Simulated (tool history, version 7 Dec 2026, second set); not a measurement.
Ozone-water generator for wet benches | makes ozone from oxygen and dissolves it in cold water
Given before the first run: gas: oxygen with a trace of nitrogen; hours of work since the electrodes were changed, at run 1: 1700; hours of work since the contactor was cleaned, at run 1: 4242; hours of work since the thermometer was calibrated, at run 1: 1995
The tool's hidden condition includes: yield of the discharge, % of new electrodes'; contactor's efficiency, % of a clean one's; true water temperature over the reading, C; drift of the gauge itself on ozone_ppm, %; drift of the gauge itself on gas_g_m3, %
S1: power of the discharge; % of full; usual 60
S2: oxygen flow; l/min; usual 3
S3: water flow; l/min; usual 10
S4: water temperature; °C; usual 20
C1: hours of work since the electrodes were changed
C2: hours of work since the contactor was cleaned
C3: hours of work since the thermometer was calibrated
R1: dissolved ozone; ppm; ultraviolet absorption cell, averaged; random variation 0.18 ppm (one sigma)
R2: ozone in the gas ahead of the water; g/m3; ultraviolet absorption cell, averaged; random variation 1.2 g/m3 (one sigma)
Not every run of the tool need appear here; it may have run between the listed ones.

Run 1, hour 0: usual settings; C1 1700; C2 4242; C3 1995. Result: R1 22.9 ppm, R2 211 g/m3.
Run 2, hour 35.9: usual settings; C1 1728; C2 4270; C3 2022. Result: R1 23 ppm, R2 212.8 g/m3.
Run 3, hour 60.7: usual settings; C1 1747; C2 4289; C3 2041. Result: R1 23.3 ppm, R2 212 g/m3.
Run 4, hour 105.8: usual settings; C1 1782; C2 4323; C3 2076. Result: R1 22.8 ppm, R2 212.5 g/m3.
Run 5, hour 149.2: usual settings but S1 84 % of full; C1 1815; C2 4357; C3 2109. Result: R1 29.6 ppm, R2 274.2 g/m3.
Run 6, hour 191.3: usual settings but S1 99 % of full; C1 1847; C2 4389; C3 2141. Result: R1 33.2 ppm, R2 308.9 g/m3.
Run 7, hour 220.7: usual settings but S1 99 % of full; C1 1870; C2 4411; C3 2164. Result: R1 33.5 ppm, R2 307.4 g/m3.
Run 8, hour 276.6: usual settings but S1 99 % of full; C1 1913; C2 4454; C3 2207. Result: R1 33.1 ppm, R2 308.9 g/m3.
Run 9, hour 315.9: usual settings; C1 1943; C2 4485; C3 2237. Result: R1 22.7 ppm, R2 212 g/m3.
Run 10, hour 363.1: usual settings but S4 24 °C; C1 1979; C2 4521; C3 2273. Result: R1 21.3 ppm, R2 209.6 g/m3.
Run 11, hour 409.7: usual settings but S4 14 °C; C1 2015; C2 4557; C3 2309. Result: R1 24.9 ppm, R2 210.4 g/m3.
Run 12, hour 458.6: usual settings but S4 14 °C; C1 2052; C2 4594; C3 2347. Result: R1 25.2 ppm, R2 211.5 g/m3.
Run 13, hour 514.1: usual settings; C1 2095; C2 4637; C3 2389. Result: R1 22.7 ppm, R2 211.6 g/m3.
Run 14, hour 566.3: usual settings but S4 27 °C; C1 2135; C2 4677; C3 2429. Result: R1 20.2 ppm, R2 210.3 g/m3.
Run 15, hour 603.9: usual settings but S4 27 °C; C1 2164; C2 4706; C3 2458. Result: R1 19.9 ppm, R2 212 g/m3.
Run 16, hour 658.4: usual settings but S4 27 °C; C1 2206; C2 4747; C3 2500. Result: R1 20 ppm, R2 210.7 g/m3.
Run 17, hour 691.2: usual settings but S4 27 °C; C1 2231; C2 4773; C3 2525. Result: R1 19.9 ppm, R2 210.1 g/m3.
Run 18, hour 732.3: usual settings but S4 27 °C; C1 2263; C2 4804; C3 2557. Result: R1 20.2 ppm, R2 210.2 g/m3.
Run 19, hour 788.4: usual settings but S1 94 % of full, S2 1.68 l/min, S4 27 °C; C1 2306; C2 4847; C3 2600. Result: R1 26.4 ppm, R2 378.3 g/m3.
Run 20, hour 812.7: usual settings but S2 1.77 l/min; C1 2324; C2 4866; C3 2618. Result: R1 21.1 ppm, R2 263.9 g/m3.
Run 21, hour 844.9: usual settings but S1 51 % of full, S2 1.77 l/min; C1 2349; C2 4891; C3 2643. Result: R1 18.8 ppm, R2 235.3 g/m3.
Run 22, hour 873.8: usual settings but S1 65 % of full, S2 2.04 l/min; C1 2371; C2 4913; C3 2665. Result: R1 22.8 ppm, R2 260.9 g/m3.
Run 23, hour 930.2: usual settings but S1 65 % of full, S2 2.04 l/min, S4 16 °C; C1 2415; C2 4956; C3 2709. Result: R1 24 ppm, R2 265.5 g/m3.
Run 24, hour 983.3: usual settings but S1 65 % of full, S2 2.04 l/min, S4 16 °C; C1 2455; C2 4997; C3 2749. Result: R1 23.9 ppm, R2 260.7 g/m3.
Run 25, hour 1028.3: usual settings but S1 65 % of full, S2 2.04 l/min, S4 16 °C; C1 2490; C2 5031; C3 2784. Result: R1 23.9 ppm, R2 261.5 g/m3.
Run 26, hour 1082.1: usual settings but S1 65 % of full, S2 2.04 l/min, S4 16 °C; C1 2531; C2 5073; C3 2825. Result: R1 24.1 ppm, R2 260.3 g/m3.
Run 27, hour 1125.9: usual settings but S1 65 % of full, S2 2.81 l/min, S4 16 °C; C1 2565; C2 5106; C3 2859. Result: R1 24.9 ppm, R2 227.6 g/m3.
Run 28, hour 1150.2: usual settings but S1 65 % of full, S2 2.81 l/min, S4 16 °C; C1 2583; C2 5125; C3 2878. Result: R1 25.1 ppm, R2 229.3 g/m3.
Run 29, hour 1205.8: usual settings but S1 65 % of full, S2 2.81 l/min, S4 16 °C; C1 2626; C2 5168; C3 2920. Result: R1 24.9 ppm, R2 227.6 g/m3.
Run 30, hour 1252.6: usual settings but S1 77 % of full, S4 18 °C; C1 2662; C2 5204; C3 2956. Result: R1 27.5 ppm, R2 248.7 g/m3.
Run 31, hour 1284.3: usual settings but S1 97 % of full, S2 4.21 l/min; C1 2686; C2 5228; C3 2980. Result: R1 31.8 ppm, R2 255.6 g/m3.
Run 32, hour 1339: usual settings but S1 97 % of full, S2 3.94 l/min, S4 13 °C; C1 2728; C2 5270; C3 3022. Result: R1 36 ppm, R2 263.5 g/m3.
Run 33, hour 1387.6: usual settings but S1 97 % of full, S2 3.94 l/min, S4 13 °C; C1 2766; C2 5307; C3 3060. Result: R1 35.9 ppm, R2 259.2 g/m3.

3 options for the next run, each taken on its own from the tool as it stands now. Forecast them:
Run A, hour 1421.8: usual settings but S1 50 % of full, S4 13 °C; C1 2792; C2 5333; C3 3086. Result: R1 ?, R2 ?.
Run B, hour 1421.8: usual settings but S1 66 % of full, S2 2.36 l/min, S4 19 °C; C1 2792; C2 5333; C3 3086. Result: R1 ?, R2 ?.
Run C, hour 1421.8: usual settings but S1 48 % of full, S2 4.17 l/min, S3 8 l/min, S4 13 °C; C1 2792; C2 5333; C3 3086. Result: R1 ?, R2 ?.

run    R1     R2
  A  21.7  181.7
  B  23.4  245.2
  C  25.8  152.5
Without the tool's hidden state the same runs would have given:
run    R1     R2
  A  23.9  194.1
  B  26.3  266.8
  C  28.3  162.4
